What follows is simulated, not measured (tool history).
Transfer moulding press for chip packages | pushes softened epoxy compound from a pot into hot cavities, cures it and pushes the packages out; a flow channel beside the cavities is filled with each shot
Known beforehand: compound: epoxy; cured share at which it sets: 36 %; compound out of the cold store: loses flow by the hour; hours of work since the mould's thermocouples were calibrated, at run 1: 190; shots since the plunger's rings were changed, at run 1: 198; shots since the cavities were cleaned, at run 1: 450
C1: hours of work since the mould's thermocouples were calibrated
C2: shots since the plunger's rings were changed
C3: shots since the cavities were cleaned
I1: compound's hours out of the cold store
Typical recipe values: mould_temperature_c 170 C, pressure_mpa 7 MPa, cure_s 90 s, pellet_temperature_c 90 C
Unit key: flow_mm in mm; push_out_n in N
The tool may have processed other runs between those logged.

Run 1, hour 0: usual settings; C1 190; C2 198; C3 450; I1 26.7. Result: flow_mm 868 mm, push_out_n 774 N.
At hour 5.6: cavities cleaned with cleaning compound and waxed.
Run 2, hour 11.2: usual settings but cure_s 87 s; C1 198; C2 344; C3 84; I1 35.1. Result: flow_mm 840 mm, push_out_n 923 N.
Run 3, hour 23.9: usual settings; C1 207; C2 536; C3 276; I1 33.2. Result: flow_mm 839 mm, push_out_n 879 N.
Run 4, hour 38.3: usual settings; C1 217; C2 752; C3 492; I1 42.2. Result: flow_mm 810 mm, push_out_n 909 N.
At hour 40.7: cavities cleaned with cleaning compound and waxed.
Run 5, hour 51.5: usual settings; C1 226; C2 928; C3 163; I1 15.2. Result: flow_mm 890 mm, push_out_n 647 N.
Run 6, hour 61.8: usual settings but pellet_temperature_c 81 C; C1 234; C2 1083; C3 318; I1 47.4. Result: flow_mm 789 mm, push_out_n 653 N.
At hour 67.8: cavities cleaned with cleaning compound and waxed, once more.
Run 7, hour 72.7: usual settings but pellet_temperature_c 81 C; C1 240; C2 1225; C3 74; I1 9. Result: flow_mm 905 mm, push_out_n 594 N.
Run 8, hour 80.2: usual settings but pellet_temperature_c 81 C; C1 246; C2 1337; C3 186; I1 47.5. Result: flow_mm 788 mm, push_out_n 661 N.
Run 9, hour 91.9: usual settings but pellet_temperature_c 81 C; C1 255; C2 1513; C3 362; I1 38.6. Result: flow_mm 806 mm, push_out_n 733 N.
At hour 103.1: cavities cleaned with cleaning compound and waxed.
Run 10, hour 108.7: usual settings but mould_temperature_c 166 C, pressure_mpa 7.58 MPa, pellet_temperature_c 81 C; C1 266; C2 1744; C3 84; I1 13.6. Result: flow_mm 932 mm, push_out_n 749 N.
Run 11, hour 117.9: usual settings but mould_temperature_c 166 C, pressure_mpa 7.01 MPa, pellet_temperature_c 86 C; C1 273; C2 1883; C3 223; I1 14.2. Result: flow_mm 886 mm, push_out_n 856 N.
Run 12, hour 129.6: usual settings but mould_temperature_c 174 C, pressure_mpa 8.71 MPa, pellet_temperature_c 96 C; C1 281; C2 2059; C3 399; I1 30. Result: flow_mm 898 mm, push_out_n 655 N.
At hour 138.3: cavities cleaned with cleaning compound and waxed.
Run 13, hour 142.7: usual settings but mould_temperature_c 164 C, pressure_mpa 5.45 MPa, cure_s 79 s, pellet_temperature_c 96 C; C1 290; C2 2233; C3 66; I1 24. Result: flow_mm 758 mm, push_out_n 1072 N.
Run 14, hour 152.7: usual settings but mould_temperature_c 163 C; C1 297; C2 2384; C3 217; I1 42.3. Result: flow_mm 807 mm, push_out_n 1026 N.
Run 15, hour 162.6: usual settings but mould_temperature_c 163 C, pressure_mpa 7.11 MPa, pellet_temperature_c 85 C; C1 304; C2 2533; C3 366; I1 27.2. Result: flow_mm 864 mm, push_out_n 1149 N.
At hour 173.7: cavities cleaned with cleaning compound and waxed.
Run 16, hour 179.2: usual settings but mould_temperature_c 175 C, cure_s 114 s; C1 315; C2 2760; C3 82; I1 18.5. Result: flow_mm 823 mm, push_out_n 489 N.
At hour 185: plunger's sealing rings changed.
Run 17, hour 196.9: usual settings but pressure_mpa 5.46 MPa, cure_s 85 s, pellet_temperature_c 96 C; C1 326; C2 179; C3 310; I1 44.5. Result: flow_mm 712 mm, push_out_n 729 N.
Run 18, hour 204.1: usual settings but pressure_mpa 8.31 MPa, cure_s 88 s, pellet_temperature_c 96 C; C1 332; C2 288; C3 419; I1 41.4. Result: flow_mm 892 mm, push_out_n 723 N.

Entry by entry between the runs, the difference in hidden state between the last listed run before and the first listed run after:
In the gap between runs 1 and 2: cavities cleaned with cleaning compound and waxed (hour 5.6)
  true mould temperature over the reading, C: 0.23 -> 0.24; pressure that reaches the compound, % of what is set: 99.12 -> 98.56; grip of the stained cavities, % over clean ones': 46.7 -> 71.2
  measured minus no-state result, flow_mm: -5 -> -7 mm; push_out_n: +242 -> +378 N
In the gap between runs 4 and 5: cavities cleaned with cleaning compound and waxed (hour 40.7)
  true mould temperature over the reading, C: 0.29 -> 0.31; pressure that reaches the compound, % of what is set: 97 -> 96.35; grip of the stained cavities, % over clean ones': 73.9 -> 23.9
  measured minus no-state result, flow_mm: -13 -> -19 mm; push_out_n: +379 -> +116 N
In the gap between runs 6 and 7: cavities cleaned with cleaning compound and waxed, once more (hour 67.8)
  true mould temperature over the reading, C: 0.33 -> 0.35; pressure that reaches the compound, % of what is set: 95.78 -> 95.26; grip of the stained cavities, % over clean ones': 38.3 -> 11.2
  measured minus no-state result, flow_mm: -18 -> -24 mm; push_out_n: +175 -> +50 N
In the gap between runs 9 and 10: cavities cleaned with cleaning compound and waxed (hour 103.1)
  true mould temperature over the reading, C: 0.38 -> 0.41; pressure that reaches the compound, % of what is set: 94.14 -> 93.24; grip of the stained cavities, % over clean ones': 39.4 -> 12.2
  measured minus no-state result, flow_mm: -26 -> -35 mm; push_out_n: +199 -> +61 N
In the gap between runs 12 and 13: cavities cleaned with cleaning compound and waxed (hour 138.3)
  true mould temperature over the reading, C: 0.45 -> 0.47; pressure that reaches the compound, % of what is set: 92.07 -> 91.44; grip of the stained cavities, % over clean ones': 41.5 -> 12.4
  measured minus no-state result, flow_mm: -40 -> -36 mm; push_out_n: +187 -> +84 N
In the gap between runs 15 and 16: cavities cleaned with cleaning compound and waxed (hour 173.7)
  true mould temperature over the reading, C: 0.51 -> 0.54; pressure that reaches the compound, % of what is set: 90.31 -> 89.49; grip of the stained cavities, % over clean ones': 41.6 -> 14
  measured minus no-state result, flow_mm: -48 -> -49 mm; push_out_n: +305 -> +60 N
In the gap between runs 16 and 17: plunger's sealing rings changed (hour 185)
  true mould temperature over the reading, C: 0.54 -> 0.56; pressure that reaches the compound, % of what is set: 89.49 -> 99.22; grip of the stained cavities, % over clean ones': 14 -> 37.3
  measured minus no-state result, flow_mm: -49 -> -5 mm; push_out_n: +60 -> +183 N

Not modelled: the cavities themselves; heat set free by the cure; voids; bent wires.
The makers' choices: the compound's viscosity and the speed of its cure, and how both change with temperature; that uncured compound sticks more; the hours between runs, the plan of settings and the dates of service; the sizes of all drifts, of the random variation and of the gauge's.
